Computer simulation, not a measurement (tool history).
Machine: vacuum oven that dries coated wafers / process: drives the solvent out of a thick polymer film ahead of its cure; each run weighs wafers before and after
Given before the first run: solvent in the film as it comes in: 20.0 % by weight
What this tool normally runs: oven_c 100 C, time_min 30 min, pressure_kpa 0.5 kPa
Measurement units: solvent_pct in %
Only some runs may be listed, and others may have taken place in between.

| run | hour | oven_c | time_min | pressure_kpa | solvent_pct |
|---|---|---|---|---|---|
| 1 | 0 | 100 | 30 | 0.5 | 3.61 |
| 2 | 13 | 100 | 30 | 0.571 | 3.6 |
| 3 | 26.3 | 100 | 30 | 1.796 | 4.01 |
| 4 | 35.2 | 100 | 30 | 1.796 | 3.94 |
| 5 | 44.5 | 100 | 30 | 0.5 | 3.54 |
| 6 | 56.9 | 100 | 30 | 0.5 | 3.62 |
| 7 | 67.2 | 100 | 36 | 0.5 | 2.68 |
| 8 | 74.4 | 89 | 30 | 0.5 | 6.54 |
| 9 | 90.6 | 100 | 30 | 0.5 | 3.59 |
| 10 | 101.5 | 100 | 30 | 0.5 | 3.6 |
| 11 | 109.2 | 100 | 30 | 0.5 | 3.54 |
| 12 | 124.7 | 100 | 30 | 0.5 | 3.7 |
| 13 | 138.4 | 100 | 30 | 0.5 | 3.62 |
| 14 | 154 | 100 | 30 | 0.5 | 3.69 |
| 15 | 165.4 | 100 | 30 | 0.5 | 3.56 |
| 16 | 178.3 | 100 | 30 | 0.5 | 3.63 |
| 17 | 185.6 | 100 | 30 | 0.5 | 3.66 |
| 18 | 200.2 | 98 | 30 | 0.286 | 4.02 |
| 19 | 212.3 | 100 | 16 | 1.328 | 7.39 |
| 20 | 221.7 | 94 | 24 | 0.531 | 6.66 |
| 21 | 237.7 | 107 | 44 | 1.156 | 1.08 |
| 22 | 252.7 | 86 | 54 | 1.156 | 4.16 |
| 23 | 264 | 93 | 48 | 0.5 | 2.69 |
| 24 | 278.8 | 93 | 48 | 0.5 | 2.72 |
| 25 | 292.8 | 100 | 21 | 1.47 | 5.57 |
| 26 | 299.5 | 100 | 21 | 1.47 | 5.75 |
| 27 | 308.6 | 100 | 16 | 1.47 | 7.33 |

The log once held 1 entry between its listed runs, left out of this copy. Where does each go, and what is different about the tool's unlogged condition between the listed run before it and the listed run after it?
From run 21 to run 22: oven's thermocouples calibrated (hour 241.1)
  true wafer temperature over the reading, C: -1 -> -0.05; true pressure over the reading, kPa: 0.138 -> 0.141
  measured less the result without the state, solvent_pct: +0.14 -> +0.08 %
